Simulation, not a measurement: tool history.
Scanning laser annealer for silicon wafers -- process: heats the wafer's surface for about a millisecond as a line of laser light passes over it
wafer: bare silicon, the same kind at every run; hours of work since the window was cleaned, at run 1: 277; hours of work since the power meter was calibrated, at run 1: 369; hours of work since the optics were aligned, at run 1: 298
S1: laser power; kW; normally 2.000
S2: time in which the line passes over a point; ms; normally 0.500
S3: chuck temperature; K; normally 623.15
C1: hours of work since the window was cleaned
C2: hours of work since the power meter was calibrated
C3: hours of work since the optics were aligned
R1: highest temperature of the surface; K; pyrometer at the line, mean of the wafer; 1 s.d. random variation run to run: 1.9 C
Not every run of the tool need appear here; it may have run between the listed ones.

{"run": 1, "hour": 0.0, "S1": 2.0, "S2": 0.5, "S3": 623.15, "C1": 277, "C2": 369, "C3": 298, "R1": 1419.15}
{"run": 2, "hour": 34.7, "S1": 2.0, "S2": 0.5, "S3": 623.15, "C1": 295, "C2": 388, "C3": 317, "R1": 1420.15}
{"run": 3, "hour": 69.1, "S1": 2.0, "S2": 0.5, "S3": 623.15, "C1": 314, "C2": 406, "C3": 335, "R1": 1419.15}
{"run": 4, "hour": 99.5, "S1": 2.0, "S2": 0.5, "S3": 623.15, "C1": 330, "C2": 423, "C3": 351, "R1": 1421.15}
{"run": 5, "hour": 118.6, "S1": 2.0, "S2": 0.5, "S3": 623.15, "C1": 341, "C2": 433, "C3": 362, "R1": 1420.15}
{"run": 6, "hour": 148.7, "S1": 2.0, "S2": 0.5, "S3": 623.15, "C1": 357, "C2": 449, "C3": 378, "R1": 1417.15}
{"run": 7, "hour": 165.4, "S1": 2.0, "S2": 0.5, "S3": 623.15, "C1": 366, "C2": 458, "C3": 387, "R1": 1416.15}
{"hour": 170.0, "done": "laser's power meter calibrated"}
{"run": 8, "hour": 201.9, "S1": 2.0, "S2": 0.5, "S3": 623.15, "C1": 384, "C2": 17, "C3": 405, "R1": 1413.15}
{"run": 9, "hour": 231.6, "S1": 2.0, "S2": 0.5, "S3": 623.15, "C1": 400, "C2": 33, "C3": 421, "R1": 1417.15}
{"run": 10, "hour": 249.4, "S1": 1.955, "S2": 0.418, "S3": 641.15, "C1": 409, "C2": 43, "C3": 431, "R1": 1331.15}
{"hour": 275.1, "done": "laser's power meter calibrated, once more"}
{"run": 11, "hour": 285.6, "S1": 1.955, "S2": 0.418, "S3": 641.15, "C1": 427, "C2": 6, "C3": 448, "R1": 1328.15}
{"run": 12, "hour": 317.5, "S1": 1.803, "S2": 0.5, "S3": 623.15, "C1": 444, "C2": 23, "C3": 466, "R1": 1307.15}
{"run": 13, "hour": 336.2, "S1": 2.169, "S2": 0.5, "S3": 623.15, "C1": 454, "C2": 33, "C3": 476, "R1": 1492.15}
{"run": 14, "hour": 371.0, "S1": 2.169, "S2": 0.5, "S3": 623.15, "C1": 473, "C2": 52, "C3": 494, "R1": 1491.15}
{"run": 15, "hour": 389.1, "S1": 1.94, "S2": 0.482, "S3": 650.15, "C1": 483, "C2": 61, "C3": 504, "R1": 1385.15}
{"hour": 411.4, "done": "window over the wafer cleaned"}
{"run": 16, "hour": 427.1, "S1": 2.0, "S2": 0.411, "S3": 646.15, "C1": 8, "C2": 81, "C3": 523, "R1": 1360.15}
{"run": 17, "hour": 453.1, "S1": 2.0, "S2": 0.411, "S3": 646.15, "C1": 22, "C2": 95, "C3": 537, "R1": 1360.15}

What if the next run were any one of these 5? Each begins from the tool's condition after run 17:
{"run": "A", "hour": 474.8, "S1": 2.0, "S2": 0.411, "S3": 630.15, "C1": 34, "C2": 106, "C3": 549, "R1": "?"}
{"run": "B", "hour": 474.8, "S1": 1.908, "S2": 0.392, "S3": 623.15, "C1": 34, "C2": 106, "C3": 549, "R1": "?"}
{"run": "C", "hour": 474.8, "S1": 1.814, "S2": 0.615, "S3": 594.15, "C1": 34, "C2": 106, "C3": 549, "R1": "?"}
{"run": "D", "hour": 474.8, "S1": 1.717, "S2": 0.411, "S3": 646.15, "C1": 34, "C2": 106, "C3": 549, "R1": "?"}
{"run": "E", "hour": 474.8, "S1": 2.0, "S2": 0.594, "S3": 623.15, "C1": 34, "C2": 106, "C3": 549, "R1": "?"}

run=A R1=1344.15
run=B R1=1278.15
run=C R1=1398.15
run=D R1=1233.15
run=E R1=1508.15
Take away the tool's hidden state, keep each run's random variation, and the runs would have read:
run=A R1=1354.15
run=B R1=1288.15
run=C R1=1410.15
run=D R1=1242.15
run=E R1=1521.15

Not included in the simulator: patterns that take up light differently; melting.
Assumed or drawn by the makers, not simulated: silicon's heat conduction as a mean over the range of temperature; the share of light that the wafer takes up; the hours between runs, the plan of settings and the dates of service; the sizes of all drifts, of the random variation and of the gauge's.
